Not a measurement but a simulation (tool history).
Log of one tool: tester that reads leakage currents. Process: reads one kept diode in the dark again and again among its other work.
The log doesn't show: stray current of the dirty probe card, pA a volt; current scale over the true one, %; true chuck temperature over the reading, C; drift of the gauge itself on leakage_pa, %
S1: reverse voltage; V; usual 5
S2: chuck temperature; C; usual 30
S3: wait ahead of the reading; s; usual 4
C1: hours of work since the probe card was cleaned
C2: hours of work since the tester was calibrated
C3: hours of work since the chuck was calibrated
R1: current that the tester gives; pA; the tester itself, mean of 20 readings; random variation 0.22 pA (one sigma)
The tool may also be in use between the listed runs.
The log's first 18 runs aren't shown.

run,hour,S1,S2,S3,C1,C2,C3,R1
19,1021,5,39,4,587,2133,1122,163.15
20,1091.5,5,30,4,638,2184,1173,80.71
21,1157.7,7.74,22,3.78,686,2232,1221,51.88
22,1227.6,7.74,22,3.78,737,2283,1272,52.19
23,1273,8.96,30,5.49,770,2316,1304,106.75
24,1339.5,5,56,0.58,818,2364,1353,578.73
25,1419.1,5,56,0.58,876,2422,1410,581.49
# hour 1454.9: chuck's temperature calibrated
26,1455.4,5,26,1.25,901,2447,0,54.15
27,1516.6,5,26,1.25,945,2491,45,54.14
28,1564.8,10.08,40,0.76,980,2526,80,225.25
29,1645.3,1.28,45,6.76,1039,2584,138,130.19
30,1709.9,2.21,21,4,1086,2631,185,24.75

Forecast run 31:
31,1776.9,3.73,55,2.47,1134,2680,234,?

R1: 435.29 pA
Without the tool's hidden state the same run would have given R1 420.32 pA.
